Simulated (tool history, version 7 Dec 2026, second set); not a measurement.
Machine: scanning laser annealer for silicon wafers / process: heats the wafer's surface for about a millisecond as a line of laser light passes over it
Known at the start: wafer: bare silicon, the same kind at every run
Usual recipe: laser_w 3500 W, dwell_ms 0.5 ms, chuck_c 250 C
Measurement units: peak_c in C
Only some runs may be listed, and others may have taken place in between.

run,hour,laser_w,dwell_ms,chuck_c,peak_c
1,0,3500,0.5,250,939
2,35.4,3500,0.5,250,937
3,67.6,3500,0.5,250,937
4,96.6,3500,0.5,266,952
5,126.4,3500,0.5,250,936
6,154.4,3500,0.5,250,937
# hour 182.2: optics aligned, line set to its width
7,203.5,3500,0.5,250,950
8,243.6,3008,0.549,269,902
# hour 262.4: window over the wafer cleaned
9,275.8,3008,0.549,269,936
10,307.2,3500,0.524,250,998
11,331.5,3500,0.432,248,936
12,355.8,3500,0.432,248,934
13,395,3500,0.432,248,933

Each row is a separate what-if for the run after 13, all from the same tool condition, not one after another. Results?
A,422.9,3576,0.432,248,?
B,422.9,3249,0.432,248,?
C,422.9,3384,0.584,259,?
D,422.9,3334,0.468,286,?

run,peak_c
A,944
B,884
C,1019
D,962
The same runs, with their run-to-run variation unchanged, on a tool lacking any hidden condition would have given:
run,peak_c
A,946
B,886
C,1022
D,965
